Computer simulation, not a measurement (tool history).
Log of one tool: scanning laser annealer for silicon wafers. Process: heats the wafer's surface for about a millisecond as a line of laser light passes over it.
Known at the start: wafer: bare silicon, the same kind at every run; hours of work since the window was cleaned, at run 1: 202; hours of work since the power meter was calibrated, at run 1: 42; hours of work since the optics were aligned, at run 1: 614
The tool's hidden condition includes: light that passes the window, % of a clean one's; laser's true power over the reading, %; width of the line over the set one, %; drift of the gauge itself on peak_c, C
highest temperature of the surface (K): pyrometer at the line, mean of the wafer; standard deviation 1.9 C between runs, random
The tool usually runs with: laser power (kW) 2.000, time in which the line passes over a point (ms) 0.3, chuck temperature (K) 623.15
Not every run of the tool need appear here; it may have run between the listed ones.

run,hour,laser power (kW),time in which the line passes over a point (ms),chuck temperature (K),hours of work since the window was cleaned,hours of work since the power meter was calibrated,hours of work since the optics were aligned,highest temperature of the surface (K)
1,0.0,2.000,0.3,623.15,202,42,614,1341.15
2,10.3,2.000,0.3,623.15,208,47,620,1344.15
3,18.9,2.000,0.3,623.15,213,52,625,1340.15
4,37.6,2.000,0.3,623.15,223,62,635,1338.15
5,55.5,2.000,0.3,623.15,233,72,645,1345.15
6,72.0,2.000,0.3,623.15,241,81,653,1340.15

For run 7, what comes out?
7,81.9,1.881,0.3,597.15,247,86,659,?

highest temperature of the surface (K): 1272.15
If the tool had no hidden condition, the same run with the same run-to-run variation would have returned highest temperature of the surface (K) 1289.15.
